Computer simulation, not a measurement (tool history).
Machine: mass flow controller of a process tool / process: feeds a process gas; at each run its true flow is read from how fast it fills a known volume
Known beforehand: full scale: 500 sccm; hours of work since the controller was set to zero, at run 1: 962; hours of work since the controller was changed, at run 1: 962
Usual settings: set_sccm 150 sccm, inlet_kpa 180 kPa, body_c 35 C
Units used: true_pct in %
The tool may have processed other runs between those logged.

| run | day | set_sccm | inlet_kpa | body_c | hours of work since the controller was set to zero | hours of work since the controller was changed | true_pct |
|---|---|---|---|---|---|---|---|
| 1 | 0 | 150 | 180 | 35 | 962 | 962 | 98.62 |
| 2 | 3.954 | 150 | 180 | 28 | 1033 | 1033 | 98.34 |
| 3 | 7.654 | 150 | 180 | 28 | 1099 | 1099 | 98.22 |
| 4 | 9.821 | 150 | 180 | 28 | 1137 | 1137 | 98.39 |
| 5 | 13.008 | 150 | 180 | 28 | 1194 | 1194 | 98.25 |
| 6 | 16.192 | 150 | 180 | 28 | 1251 | 1251 | 98.03 |
| 7 | 18.938 | 102 | 260 | 28 | 1299 | 1299 | 97.78 |
| 8 | 23 | 102 | 217 | 31 | 1372 | 1372 | 97.79 |
| 9 | 25.908 | 112 | 180 | 36 | 1424 | 1424 | 97.85 |
| 10 | 27.921 | 150 | 220 | 37 | 1459 | 1459 | 98.13 |

The next listed run, before its measurement:
| 11 | 30.583 | 109 | 196 | 35 | 1507 | 1507 | ? |

true_pct: 97.73 %
If the tool had no hidden condition, the same run with the same run-to-run variation would have returned true_pct 98.42 %.
